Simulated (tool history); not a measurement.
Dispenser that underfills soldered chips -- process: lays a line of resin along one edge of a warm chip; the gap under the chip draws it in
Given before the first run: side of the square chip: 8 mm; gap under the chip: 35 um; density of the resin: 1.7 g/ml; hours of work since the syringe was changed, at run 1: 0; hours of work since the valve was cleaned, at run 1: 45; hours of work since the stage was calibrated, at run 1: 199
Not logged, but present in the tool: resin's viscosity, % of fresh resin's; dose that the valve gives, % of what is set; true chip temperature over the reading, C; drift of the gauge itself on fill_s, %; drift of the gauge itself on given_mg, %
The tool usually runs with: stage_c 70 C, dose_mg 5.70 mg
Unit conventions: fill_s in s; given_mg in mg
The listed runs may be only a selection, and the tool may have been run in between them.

| run | day | stage_c | dose_mg | hours of work since the syringe was changed | hours of work since the valve was cleaned | hours of work since the stage was calibrated | fill_s | given_mg |
|---|---|---|---|---|---|---|---|---|
| 1 | 0.000 | 70 | 5.70 | 0 | 45 | 199 | 121.5 | 5.53 |
| 2 | 0.338 | 70 | 5.70 | 6 | 52 | 206 | 202.9 | 5.50 |
|  | 0.388 | new syringe of resin |
| 3 | 0.638 | 70 | 5.70 | 5 | 57 | 211 | 176.0 | 5.41 |
|  | 0.775 | new syringe of resin |
| 4 | 0.867 | 70 | 5.70 | 2 | 61 | 215 | 138.3 | 5.42 |
| 5 | 1.121 | 61 | 5.70 | 6 | 66 | 220 | 297.3 | 5.43 |
|  | 1.188 | new syringe of resin |
| 6 | 1.358 | 61 | 5.70 | 3 | 70 | 224 | 233.0 | 5.36 |
|  | 1.575 | new syringe of resin |
| 7 | 1.642 | 61 | 5.70 | 1 | 75 | 229 | 201.0 | 5.32 |
| 8 | 1.871 | 61 | 5.70 | 6 | 80 | 233 | 277.6 | 5.34 |
|  | 1.988 | new syringe of resin |
| 9 | 2.162 | 61 | 5.70 | 3 | 85 | 239 | 234.2 | 5.35 |
|  | 2.375 | new syringe of resin |
| 10 | 2.400 | 61 | 5.70 | 0 | 89 | 243 | 185.9 | 5.29 |
| 11 | 2.562 | 61 | 5.70 | 4 | 92 | 246 | 243.3 | 5.26 |
|  | 2.775 | new syringe of resin |
| 12 | 2.779 | 70 | 5.00 | 0 | 96 | 250 | 132.0 | 4.63 |
| 13 | 2.946 | 77 | 6.46 | 3 | 99 | 253 | 120.2 | 5.97 |
|  | 3.154 | dispensing valve cleaned and set on the balance |
|  | 3.200 | new syringe of resin |
| 14 | 3.246 | 77 | 7.37 | 1 | 1 | 257 | 95.4 | 7.34 |

3 options for the next run, each taken on its own from the tool as it stands now. Forecast them:
| A | 3.488 | 76 | 4.93 | 5 | 6 | 262 | ? | ? |
| B | 3.488 | 63 | 4.84 | 5 | 6 | 262 | ? | ? |
| C | 3.488 | 66 | 6.88 | 5 | 6 | 262 | ? | ? |

| run | fill_s | given_mg |
|---|---|---|
| A | 148.7 | 4.90 |
| B | 260.4 | 4.84 |
| C | 215.1 | 6.89 |
Had the tool no hidden state, the same runs would have come out as:
| run | fill_s | given_mg |
|---|---|---|
| A | 92.1 | 4.93 |
| B | 160.7 | 4.86 |
| C | 133.0 | 6.93 |
